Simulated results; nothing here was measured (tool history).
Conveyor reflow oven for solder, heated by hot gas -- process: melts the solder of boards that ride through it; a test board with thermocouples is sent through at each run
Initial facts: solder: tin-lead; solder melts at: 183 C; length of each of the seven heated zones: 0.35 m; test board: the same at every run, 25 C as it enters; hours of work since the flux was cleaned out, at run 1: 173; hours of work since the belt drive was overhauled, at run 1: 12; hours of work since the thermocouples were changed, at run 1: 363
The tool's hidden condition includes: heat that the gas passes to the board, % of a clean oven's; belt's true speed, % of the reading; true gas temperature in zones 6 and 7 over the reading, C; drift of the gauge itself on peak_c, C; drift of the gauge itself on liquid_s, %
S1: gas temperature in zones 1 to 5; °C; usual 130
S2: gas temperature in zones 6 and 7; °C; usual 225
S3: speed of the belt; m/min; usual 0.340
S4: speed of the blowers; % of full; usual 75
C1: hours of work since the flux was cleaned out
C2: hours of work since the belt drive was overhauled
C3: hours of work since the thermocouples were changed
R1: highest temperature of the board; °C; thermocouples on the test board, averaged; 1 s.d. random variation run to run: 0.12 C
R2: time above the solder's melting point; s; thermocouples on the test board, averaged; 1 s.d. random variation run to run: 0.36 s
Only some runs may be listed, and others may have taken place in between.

run 1 hour=0.0 | S1=130 S2=225 S3=0.340 S4=75 | C1=173 C2=12 C3=363 | R1=215.3 R2=89.6
-- hour=6.9 flux residue cleaned out of gas plates and filters
run 2 hour=11.7 | S1=130 S2=225 S3=0.340 S4=75 | C1=3 C2=16 C3=367 | R1=215.5 R2=89.8
run 3 hour=23.1 | S1=130 S2=225 S3=0.340 S4=75 | C1=9 C2=22 C3=373 | R1=215.6 R2=90.2
run 4 hour=28.2 | S1=130 S2=225 S3=0.340 S4=75 | C1=12 C2=25 C3=376 | R1=215.4 R2=90.2
run 5 hour=38.7 | S1=130 S2=225 S3=0.340 S4=75 | C1=18 C2=31 C3=382 | R1=215.1 R2=89.5
run 6 hour=46.1 | S1=130 S2=225 S3=0.340 S4=75 | C1=22 C2=35 C3=386 | R1=215.3 R2=89.9
run 7 hour=54.3 | S1=130 S2=225 S3=0.340 S4=75 | C1=27 C2=40 C3=391 | R1=215.4 R2=90.4
run 8 hour=59.0 | S1=130 S2=225 S3=0.340 S4=75 | C1=29 C2=43 C3=393 | R1=215.4 R2=90.5
run 9 hour=66.7 | S1=130 S2=225 S3=0.340 S4=75 | C1=34 C2=47 C3=398 | R1=215.5 R2=89.3
run 10 hour=75.0 | S1=130 S2=225 S3=0.340 S4=75 | C1=39 C2=52 C3=402 | R1=215.5 R2=89.8
run 11 hour=80.4 | S1=130 S2=225 S3=0.340 S4=75 | C1=42 C2=55 C3=405 | R1=215.5 R2=89.7
run 12 hour=91.5 | S1=130 S2=225 S3=0.356 S4=75 | C1=48 C2=61 C3=412 | R1=214.4 R2=83.8
run 13 hour=97.7 | S1=136 S2=235 S3=0.275 S4=80 | C1=51 C2=64 C3=415 | R1=230.2 R2=133.6

What will run 14 give?
run 14 hour=107.7 | S1=120 S2=216 S3=0.336 S4=75 | C1=57 C2=70 C3=421 | R1=? R2=?

R1: 206.1 °C
R2: 73.1 s
On a tool with no hidden condition, and with the same random variation, this run would have come out at R1 206.1 °C, R2 73.1 s.
